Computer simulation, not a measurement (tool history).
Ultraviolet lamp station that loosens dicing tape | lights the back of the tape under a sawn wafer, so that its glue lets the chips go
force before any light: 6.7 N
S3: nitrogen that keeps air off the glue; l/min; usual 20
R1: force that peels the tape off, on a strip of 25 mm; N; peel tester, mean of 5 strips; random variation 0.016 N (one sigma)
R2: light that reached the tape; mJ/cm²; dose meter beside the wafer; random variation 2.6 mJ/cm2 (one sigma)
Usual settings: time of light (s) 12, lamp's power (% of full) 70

{"run": 1, "hour": 0.0, "time of light (s)": 12, "lamp's power (% of full)": 70, "S3": 20, "R1": 0.867, "R2": 326}
{"run": 2, "hour": 39.1, "time of light (s)": 12, "lamp's power (% of full)": 70, "S3": 20, "R1": 0.872, "R2": 322}
{"run": 3, "hour": 98.2, "time of light (s)": 12, "lamp's power (% of full)": 70, "S3": 20, "R1": 0.918, "R2": 317}
{"run": 4, "hour": 127.6, "time of light (s)": 12, "lamp's power (% of full)": 70, "S3": 20, "R1": 0.891, "R2": 314}
{"run": 5, "hour": 177.9, "time of light (s)": 12, "lamp's power (% of full)": 70, "S3": 20, "R1": 0.953, "R2": 310}
{"run": 6, "hour": 209.9, "time of light (s)": 12, "lamp's power (% of full)": 70, "S3": 20, "R1": 0.941, "R2": 309}
{"run": 7, "hour": 242.6, "time of light (s)": 22, "lamp's power (% of full)": 70, "S3": 20, "R1": 0.333, "R2": 550}
{"run": 8, "hour": 282.2, "time of light (s)": 22, "lamp's power (% of full)": 70, "S3": 20, "R1": 0.328, "R2": 539}
{"run": 9, "hour": 349.8, "time of light (s)": 12, "lamp's power (% of full)": 70, "S3": 20, "R1": 1.057, "R2": 285}
{"hour": 360.2, "done": "window cleaned of glue's vapour"}
{"run": 10, "hour": 384.7, "time of light (s)": 12, "lamp's power (% of full)": 70, "S3": 16, "R1": 1.367, "R2": 257}
{"run": 11, "hour": 435.5, "time of light (s)": 12, "lamp's power (% of full)": 70, "S3": 16, "R1": 1.442, "R2": 253}
{"run": 12, "hour": 492.6, "time of light (s)": 12, "lamp's power (% of full)": 71, "S3": 20, "R1": 1.296, "R2": 253}
{"run": 13, "hour": 547.5, "time of light (s)": 12, "lamp's power (% of full)": 71, "S3": 20, "R1": 1.285, "R2": 244}
{"hour": 588.2, "done": "window cleaned of glue's vapour, once more"}
{"run": 14, "hour": 603.1, "time of light (s)": 12, "lamp's power (% of full)": 70, "S3": 20, "R1": 0.874, "R2": 318}
{"run": 15, "hour": 637.6, "time of light (s)": 12, "lamp's power (% of full)": 70, "S3": 10, "R1": 1.39, "R2": 315}
{"run": 16, "hour": 667.5, "time of light (s)": 12, "lamp's power (% of full)": 70, "S3": 20, "R1": 0.933, "R2": 310}
{"run": 17, "hour": 733.9, "time of light (s)": 12, "lamp's power (% of full)": 70, "S3": 20, "R1": 0.993, "R2": 301}
{"run": 18, "hour": 783.2, "time of light (s)": 12, "lamp's power (% of full)": 70, "S3": 20, "R1": 1.009, "R2": 295}
{"run": 19, "hour": 832.2, "time of light (s)": 12, "lamp's power (% of full)": 70, "S3": 20, "R1": 1.038, "R2": 290}
{"run": 20, "hour": 893.6, "time of light (s)": 12, "lamp's power (% of full)": 70, "S3": 20, "R1": 1.069, "R2": 279}
{"run": 21, "hour": 944.3, "time of light (s)": 12, "lamp's power (% of full)": 70, "S3": 20, "R1": 1.09, "R2": 276}
{"run": 22, "hour": 980.5, "time of light (s)": 12, "lamp's power (% of full)": 76, "S3": 25, "R1": 0.874, "R2": 298}
{"run": 23, "hour": 1039.0, "time of light (s)": 14, "lamp's power (% of full)": 91, "S3": 7, "R1": 1.184, "R2": 408}
{"hour": 1054.9, "done": "window cleaned of glue's vapour"}
{"run": 24, "hour": 1074.7, "time of light (s)": 7, "lamp's power (% of full)": 70, "S3": 37, "R1": 1.705, "R2": 176}
{"run": 25, "hour": 1137.4, "time of light (s)": 16, "lamp's power (% of full)": 70, "S3": 24, "R1": 0.532, "R2": 388}
{"run": 26, "hour": 1186.6, "time of light (s)": 18, "lamp's power (% of full)": 95, "S3": 26, "R1": 0.262, "R2": 586}
{"run": 27, "hour": 1244.0, "time of light (s)": 18, "lamp's power (% of full)": 95, "S3": 26, "R1": 0.282, "R2": 575}
{"run": 28, "hour": 1301.8, "time of light (s)": 18, "lamp's power (% of full)": 95, "S3": 26, "R1": 0.28, "R2": 559}
{"run": 29, "hour": 1366.4, "time of light (s)": 12, "lamp's power (% of full)": 87, "S3": 20, "R1": 0.83, "R2": 329}
{"run": 30, "hour": 1427.9, "time of light (s)": 12, "lamp's power (% of full)": 87, "S3": 24, "R1": 0.77, "R2": 327}
{"run": 31, "hour": 1486.6, "time of light (s)": 12, "lamp's power (% of full)": 99, "S3": 26, "R1": 0.582, "R2": 358}
{"hour": 1524.7, "done": "window cleaned of glue's vapour"}
{"run": 32, "hour": 1544.3, "time of light (s)": 20, "lamp's power (% of full)": 99, "S3": 33, "R1": 0.202, "R2": 665}
{"run": 33, "hour": 1609.4, "time of light (s)": 8, "lamp's power (% of full)": 99, "S3": 11, "R1": 1.753, "R2": 262}
{"run": 34, "hour": 1652.6, "time of light (s)": 8, "lamp's power (% of full)": 95, "S3": 27, "R1": 1.166, "R2": 248}
{"run": 35, "hour": 1724.9, "time of light (s)": 8, "lamp's power (% of full)": 95, "S3": 27, "R1": 1.199, "R2": 240}
{"run": 36, "hour": 1778.6, "time of light (s)": 8, "lamp's power (% of full)": 95, "S3": 27, "R1": 1.231, "R2": 232}
{"run": 37, "hour": 1834.8, "time of light (s)": 16, "lamp's power (% of full)": 95, "S3": 10, "R1": 0.777, "R2": 452}

Forecast run 38:
{"run": 38, "hour": 1905.6, "time of light (s)": 16, "lamp's power (% of full)": 76, "S3": 20, "R1": "?", "R2": "?"}

Run 38 gave R1 0.727 N, R2 361 mJ/cm².
Without the tool's hidden state the same run would have given R1 0.388 N, R2 503 mJ/cm².
